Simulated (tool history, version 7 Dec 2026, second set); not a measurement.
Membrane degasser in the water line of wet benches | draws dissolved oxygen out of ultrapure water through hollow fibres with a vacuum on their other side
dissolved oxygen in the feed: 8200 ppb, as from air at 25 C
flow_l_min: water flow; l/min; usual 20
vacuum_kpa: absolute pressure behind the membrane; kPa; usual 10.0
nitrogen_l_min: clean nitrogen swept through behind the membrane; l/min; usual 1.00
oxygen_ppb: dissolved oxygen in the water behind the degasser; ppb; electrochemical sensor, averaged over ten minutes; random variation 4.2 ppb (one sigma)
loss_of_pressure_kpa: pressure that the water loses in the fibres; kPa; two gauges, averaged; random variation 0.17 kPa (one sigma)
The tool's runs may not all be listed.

Run 1, hour 0.0: usual settings. Result: oxygen_ppb 448.8 ppb, loss_of_pressure_kpa 27.86 kPa.
Run 2, hour 187.6: usual settings. Result: oxygen_ppb 448.4 ppb, loss_of_pressure_kpa 27.61 kPa.
Run 3, hour 518.7: usual settings. Result: oxygen_ppb 453.4 ppb, loss_of_pressure_kpa 28.21 kPa.
Run 4, hour 843.0: usual settings but nitrogen_l_min 0.81 l/min. Result: oxygen_ppb 499.4 ppb, loss_of_pressure_kpa 27.77 kPa.
Run 5, hour 1039.5: usual settings but vacuum_kpa 14.5 kPa. Result: oxygen_ppb 643.4 ppb, loss_of_pressure_kpa 28.06 kPa.
Run 6, hour 1253.6: usual settings but vacuum_kpa 14.5 kPa. Result: oxygen_ppb 622.8 ppb, loss_of_pressure_kpa 28.18 kPa.
Run 7, hour 1392.9: usual settings but flow_l_min 32 l/min. Result: oxygen_ppb 720.0 ppb, loss_of_pressure_kpa 44.49 kPa.
Run 8, hour 1648.9: usual settings but flow_l_min 32 l/min. Result: oxygen_ppb 711.2 ppb, loss_of_pressure_kpa 45.00 kPa.
Run 9, hour 1860.3: usual settings. Result: oxygen_ppb 466.4 ppb, loss_of_pressure_kpa 27.92 kPa.
Run 10, hour 2069.8: usual settings. Result: oxygen_ppb 458.7 ppb, loss_of_pressure_kpa 28.34 kPa.
Run 11, hour 2209.4: usual settings. Result: oxygen_ppb 455.6 ppb, loss_of_pressure_kpa 27.98 kPa.
Run 12, hour 2539.8: usual settings. Result: oxygen_ppb 457.4 ppb, loss_of_pressure_kpa 27.87 kPa.
Run 13, hour 2690.1: usual settings. Result: oxygen_ppb 461.4 ppb, loss_of_pressure_kpa 27.88 kPa.
Run 14, hour 3021.6: usual settings but flow_l_min 15 l/min, vacuum_kpa 16.1 kPa, nitrogen_l_min 1.09 l/min. Result: oxygen_ppb 526.9 ppb, loss_of_pressure_kpa 21.08 kPa.
Run 15, hour 3254.3: usual settings but flow_l_min 15 l/min, vacuum_kpa 20.9 kPa, nitrogen_l_min 1.09 l/min. Result: oxygen_ppb 641.8 ppb, loss_of_pressure_kpa 21.02 kPa.
Run 16, hour 3542.2: usual settings but flow_l_min 15 l/min, vacuum_kpa 20.9 kPa, nitrogen_l_min 1.09 l/min. Result: oxygen_ppb 651.4 ppb, loss_of_pressure_kpa 20.87 kPa.
Run 17, hour 3794.4: usual settings but flow_l_min 26 l/min, vacuum_kpa 13.0 kPa, nitrogen_l_min 0.78 l/min. Result: oxygen_ppb 851.8 ppb, loss_of_pressure_kpa 37.04 kPa.
Run 18, hour 3977.6: usual settings but flow_l_min 26 l/min, vacuum_kpa 7.8 kPa, nitrogen_l_min 1.39 l/min. Result: oxygen_ppb 431.6 ppb, loss_of_pressure_kpa 36.81 kPa.
Run 19, hour 4130.2: usual settings but flow_l_min 27 l/min, vacuum_kpa 11.1 kPa. Result: oxygen_ppb 676.8 ppb, loss_of_pressure_kpa 38.30 kPa.
Run 20, hour 4428.3: usual settings but flow_l_min 28 l/min, nitrogen_l_min 0.69 l/min. Result: oxygen_ppb 779.2 ppb, loss_of_pressure_kpa 39.62 kPa.
Run 21, hour 4662.1: usual settings but flow_l_min 12 l/min, nitrogen_l_min 0.58 l/min. Result: oxygen_ppb 404.4 ppb, loss_of_pressure_kpa 17.30 kPa.
Run 22, hour 4902.7: usual settings but flow_l_min 14 l/min, nitrogen_l_min 0.49 l/min. Result: oxygen_ppb 515.3 ppb, loss_of_pressure_kpa 19.89 kPa.

The same runs without the tool's hidden state, with the same run-to-run variation:
The hidden state here: membrane still open, %; true pressure behind the membrane over the reading, kPa; air that leaks in behind the membrane, l/min; drift of the gauge itself on oxygen_ppb, %; drift of the gauge itself on loss_of_pressure_kpa, %.
run  oxygen_ppb  loss_of_pressure_kpa
  1       417.4                 26.48
  2       416.1                 26.21
  3       419.3                 26.75
  4       464.3                 26.28
  5       605.3                 26.55
  6       584.7                 26.63
  7       664.8                 42.01
  8       655.1                 42.44
  9       424.5                 26.29
 10       416.3                 26.68
 11       412.9                 26.31
 12       413.0                 26.17
 13       416.0                 26.15
 14       484.9                 19.75
 15       597.7                 19.68
 16       605.2                 19.49
 17       790.8                 34.60
 18       369.3                 34.33
 19       611.3                 35.71
 20       708.8                 36.87
 21       362.2                 16.11
 22       467.4                 18.47
